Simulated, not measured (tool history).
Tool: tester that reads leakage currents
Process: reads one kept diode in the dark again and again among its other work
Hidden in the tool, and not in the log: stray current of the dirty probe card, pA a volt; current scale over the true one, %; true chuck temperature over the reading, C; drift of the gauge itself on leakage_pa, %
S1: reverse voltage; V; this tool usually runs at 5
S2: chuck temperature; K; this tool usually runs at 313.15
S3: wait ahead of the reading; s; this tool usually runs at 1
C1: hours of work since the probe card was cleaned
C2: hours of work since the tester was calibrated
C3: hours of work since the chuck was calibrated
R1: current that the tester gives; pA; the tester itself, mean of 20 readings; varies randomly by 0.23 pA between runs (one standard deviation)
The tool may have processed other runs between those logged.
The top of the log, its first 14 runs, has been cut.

{"run": 15, "day": 88.696, "S1": 5.74, "S2": 313.15, "S3": 1, "C1": 2081, "C2": 3004, "C3": 436, "R1": 80.71}
{"run": 16, "day": 95.462, "S1": 5.74, "S2": 313.15, "S3": 1, "C1": 2157, "C2": 3080, "C3": 512, "R1": 81.22}
{"run": 17, "day": 102.2, "S1": 5, "S2": 313.15, "S3": 1, "C1": 2233, "C2": 3156, "C3": 588, "R1": 74.99}
{"run": 18, "day": 106.112, "S1": 8.99, "S2": 331.15, "S3": 1, "C1": 2277, "C2": 3200, "C3": 632, "R1": 447.41}
{"run": 19, "day": 112.646, "S1": 8.99, "S2": 331.15, "S3": 1, "C1": 2351, "C2": 3274, "C3": 706, "R1": 450.23}
{"run": 20, "day": 118.604, "S1": 12.89, "S2": 305.15, "S3": 1, "C1": 2418, "C2": 3341, "C3": 773, "R1": 65.48}
{"day": 122.146, "done": "probe card cleaned and baked"}
{"run": 21, "day": 127.358, "S1": 10.75, "S2": 293.15, "S3": 8.92, "C1": 59, "C2": 3439, "C3": 870, "R1": 18.79}
{"run": 22, "day": 134.975, "S1": 2.4, "S2": 329.15, "S3": 0.35, "C1": 145, "C2": 3524, "C3": 956, "R1": 178.95}
{"run": 23, "day": 141.938, "S1": 2, "S2": 313.15, "S3": 2.05, "C1": 223, "C2": 3603, "C3": 1035, "R1": 43.65}
{"run": 24, "day": 149.346, "S1": 2.53, "S2": 330.15, "S3": 2.1, "C1": 307, "C2": 3686, "C3": 1118, "R1": 198.74}
{"run": 25, "day": 156.996, "S1": 9.01, "S2": 326.15, "S3": 1, "C1": 393, "C2": 3773, "C3": 1204, "R1": 305.82}
{"run": 26, "day": 164.517, "S1": 5, "S2": 313.15, "S3": 3.87, "C1": 478, "C2": 3858, "C3": 1289, "R1": 73.91}
{"run": 27, "day": 173.058, "S1": 19.95, "S2": 323.15, "S3": 0.63, "C1": 574, "C2": 3954, "C3": 1386, "R1": 385.74}
{"run": 28, "day": 179.662, "S1": 19.95, "S2": 323.15, "S3": 0.63, "C1": 649, "C2": 4028, "C3": 1460, "R1": 384.91}
{"run": 29, "day": 183.588, "S1": 19.95, "S2": 317.15, "S3": 1.12, "C1": 693, "C2": 4073, "C3": 1504, "R1": 235.38}
{"day": 184.175, "done": "tester calibrated"}
{"run": 30, "day": 192.058, "S1": 5, "S2": 313.15, "S3": 2.35, "C1": 788, "C2": 89, "C3": 1599, "R1": 73.81}
{"run": 31, "day": 196.388, "S1": 5, "S2": 313.15, "S3": 1.14, "C1": 836, "C2": 138, "C3": 1648, "R1": 74.64}
{"run": 32, "day": 202.729, "S1": 5, "S2": 313.15, "S3": 1.14, "C1": 908, "C2": 209, "C3": 1719, "R1": 74.72}
{"run": 33, "day": 208.871, "S1": 2.02, "S2": 313.15, "S3": 5.44, "C1": 977, "C2": 279, "C3": 1788, "R1": 43.32}

Each row is a separate what-if for the run after 33, all from the same tool condition, not one after another. Results?
{"run": "A", "day": 216.308, "S1": 2.02, "S2": 309.15, "S3": 4.6, "C1": 1061, "C2": 362, "C3": 1872, "R1": "?"}
{"run": "B", "day": 216.308, "S1": 5, "S2": 313.15, "S3": 0.87, "C1": 1061, "C2": 362, "C3": 1872, "R1": "?"}
{"run": "C", "day": 216.308, "S1": 2.02, "S2": 313.15, "S3": 1.23, "C1": 1061, "C2": 362, "C3": 1872, "R1": "?"}
{"run": "D", "day": 216.308, "S1": 5, "S2": 332.15, "S3": 1, "C1": 1061, "C2": 362, "C3": 1872, "R1": "?"}

run=A R1=30.85
run=B R1=75
run=C R1=43.77
run=D R1=343.99
Had the tool no hidden state, the same runs would have come out as:
run=A R1=30.87
run=B R1=75.03
run=C R1=43.79
run=D R1=344.15

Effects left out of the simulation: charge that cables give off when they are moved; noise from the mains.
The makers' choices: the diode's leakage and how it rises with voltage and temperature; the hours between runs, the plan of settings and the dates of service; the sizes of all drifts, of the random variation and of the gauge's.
